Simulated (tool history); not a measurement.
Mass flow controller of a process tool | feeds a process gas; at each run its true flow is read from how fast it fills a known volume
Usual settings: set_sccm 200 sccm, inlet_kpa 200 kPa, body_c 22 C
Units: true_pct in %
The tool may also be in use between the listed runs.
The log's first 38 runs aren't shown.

| run | hour | set_sccm | inlet_kpa | body_c | true_pct |
|---|---|---|---|---|---|
| 39 | 9895.3 | 73 | 155 | 22 | 98.14 |
| 40 | 10165.9 | 200 | 160 | 28 | 98.25 |
| 41 | 10461.8 | 200 | 160 | 28 | 98.20 |
| 42 | 10643.0 | 284 | 239 | 35 | 98.91 |
| 43 | 10891.0 | 284 | 239 | 35 | 98.73 |
| 44 | 11154.4 | 200 | 267 | 22 | 98.16 |
| 45 | 11340.1 | 200 | 200 | 33 | 98.58 |
| 46 | 11640.4 | 291 | 179 | 22 | 97.77 |
| 47 | 11820.8 | 251 | 254 | 30 | 98.33 |

Forecast each of these 5 alternatives for the next run:
| A | 12097.4 | 82 | 200 | 26 | ? |
| B | 12097.4 | 251 | 216 | 30 | ? |
| C | 12097.4 | 200 | 200 | 21 | ? |
| D | 12097.4 | 200 | 200 | 28 | ? |
| E | 12097.4 | 71 | 200 | 32 | ? |

| run | true_pct |
|---|---|
| A | 99.08 |
| B | 98.18 |
| C | 97.85 |
| D | 98.18 |
| E | 99.67 |
Without the tool's hidden state the same runs would have given:
| run | true_pct |
|---|---|
| A | 99.24 |
| B | 99.72 |
| C | 99.22 |
| D | 99.55 |
| E | 99.50 |

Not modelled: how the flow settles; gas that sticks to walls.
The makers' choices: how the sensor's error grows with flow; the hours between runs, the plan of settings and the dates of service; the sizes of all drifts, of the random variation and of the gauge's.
